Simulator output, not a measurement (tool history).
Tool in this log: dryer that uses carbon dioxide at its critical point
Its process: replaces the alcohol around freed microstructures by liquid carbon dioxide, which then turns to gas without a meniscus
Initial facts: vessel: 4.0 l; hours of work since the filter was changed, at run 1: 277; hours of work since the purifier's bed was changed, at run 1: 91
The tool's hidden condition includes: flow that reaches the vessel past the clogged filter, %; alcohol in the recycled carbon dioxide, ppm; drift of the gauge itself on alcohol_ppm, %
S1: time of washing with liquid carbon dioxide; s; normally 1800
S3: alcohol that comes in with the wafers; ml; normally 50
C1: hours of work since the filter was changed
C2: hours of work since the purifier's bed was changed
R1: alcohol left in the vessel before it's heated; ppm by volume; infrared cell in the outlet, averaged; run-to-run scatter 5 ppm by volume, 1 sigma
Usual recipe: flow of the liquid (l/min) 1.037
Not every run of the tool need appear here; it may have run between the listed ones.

Run 1, hour 0.0: usual settings; C1 277; C2 91. Result: R1 31 ppm by volume.
Run 2, hour 9.8: usual settings; C1 282; C2 97. Result: R1 39 ppm by volume.
Run 3, hour 21.4: usual settings but flow of the liquid (l/min) 0.950; C1 289; C2 103. Result: R1 44 ppm by volume.
Run 4, hour 28.2: usual settings but flow of the liquid (l/min) 0.950; C1 293; C2 107. Result: R1 47 ppm by volume.
Run 5, hour 37.6: usual settings; C1 298; C2 113. Result: R1 37 ppm by volume.
Run 6, hour 43.8: usual settings but flow of the liquid (l/min) 0.920; C1 302; C2 116. Result: R1 51 ppm by volume.
Run 7, hour 54.1: usual settings but flow of the liquid (l/min) 0.920; C1 308; C2 122. Result: R1 56 ppm by volume.
Run 8, hour 64.3: usual settings but flow of the liquid (l/min) 0.920; C1 314; C2 128. Result: R1 55 ppm by volume.
Run 9, hour 74.1: usual settings but flow of the liquid (l/min) 0.920; C1 319; C2 134. Result: R1 54 ppm by volume.
Run 10, hour 81.5: usual settings but S3 25 ml; C1 323; C2 138. Result: R1 45 ppm by volume.
Run 11, hour 91.1: usual settings but S3 25 ml; C1 329; C2 143. Result: R1 41 ppm by volume.
Run 12, hour 96.2: usual settings but S3 25 ml; C1 332; C2 146. Result: R1 31 ppm by volume.
Run 13, hour 107.6: usual settings but S3 25 ml; C1 338; C2 153. Result: R1 52 ppm by volume.
Run 14, hour 113.5: usual settings; C1 342; C2 156. Result: R1 60 ppm by volume.
Run 15, hour 122.4: usual settings; C1 347; C2 161. Result: R1 61 ppm by volume.
Run 16, hour 130.6: usual settings but flow of the liquid (l/min) 0.730, S3 41 ml; C1 352; C2 166. Result: R1 106 ppm by volume.
Run 17, hour 138.4: usual settings but flow of the liquid (l/min) 0.730, S3 41 ml; C1 356; C2 171. Result: R1 109 ppm by volume.
Run 18, hour 144.2: usual settings but flow of the liquid (l/min) 0.730, S3 41 ml; C1 359; C2 174. Result: R1 117 ppm by volume.
Run 19, hour 149.2: usual settings but S1 2520 s, flow of the liquid (l/min) 0.680, S3 31 ml; C1 362; C2 177. Result: R1 60 ppm by volume.
Run 20, hour 160.2: usual settings but S1 1680 s, flow of the liquid (l/min) 0.640; C1 369; C2 183. Result: R1 252 ppm by volume.
Run 21, hour 167.9: usual settings but S1 1680 s, flow of the liquid (l/min) 0.640; C1 373; C2 188. Result: R1 257 ppm by volume.
Run 22, hour 177.4: usual settings but flow of the liquid (l/min) 0.950, S3 37 ml; C1 379; C2 193. Result: R1 64 ppm by volume.
Run 23, hour 186.4: usual settings but flow of the liquid (l/min) 1.010, S3 37 ml; C1 384; C2 198. Result: R1 60 ppm by volume.
Run 24, hour 197.4: usual settings but flow of the liquid (l/min) 1.010, S3 37 ml; C1 390; C2 204. Result: R1 72 ppm by volume.
Run 25, hour 203.9: usual settings but flow of the liquid (l/min) 1.010, S3 37 ml; C1 394; C2 208. Result: R1 66 ppm by volume.
Run 26, hour 209.8: usual settings but flow of the liquid (l/min) 1.010, S3 37 ml; C1 397; C2 212. Result: R1 70 ppm by volume.
Run 27, hour 222.0: usual settings but flow of the liquid (l/min) 1.260, S3 37 ml; C1 404; C2 219. Result: R1 59 ppm by volume.
Run 28, hour 229.3: usual settings but S1 1560 s, flow of the liquid (l/min) 1.460, S3 116 ml; C1 408; C2 223. Result: R1 74 ppm by volume.
Run 29, hour 237.6: usual settings but S1 1260 s, flow of the liquid (l/min) 1.740, S3 44 ml; C1 413; C2 228. Result: R1 69 ppm by volume.

Branching from run 29: 3 alternative next runs. What would each branch give?
Run A, hour 248.5: usual settings but S1 1560 s, flow of the liquid (l/min) 0.690; C1 419; C2 234. Result: R1 ?.
Run B, hour 248.5: usual settings but S1 1860 s, flow of the liquid (l/min) 1.740, S3 113 ml; C1 419; C2 234. Result: R1 ?.
Run C, hour 248.5: usual settings but S1 2220 s, flow of the liquid (l/min) 1.090, S3 22 ml; C1 419; C2 234. Result: R1 ?.

run   R1
  A  272
  B   71
  C   66
Had the tool no hidden state, the same runs would have come out as:
run   R1
  A  171
  B   11
  C    5
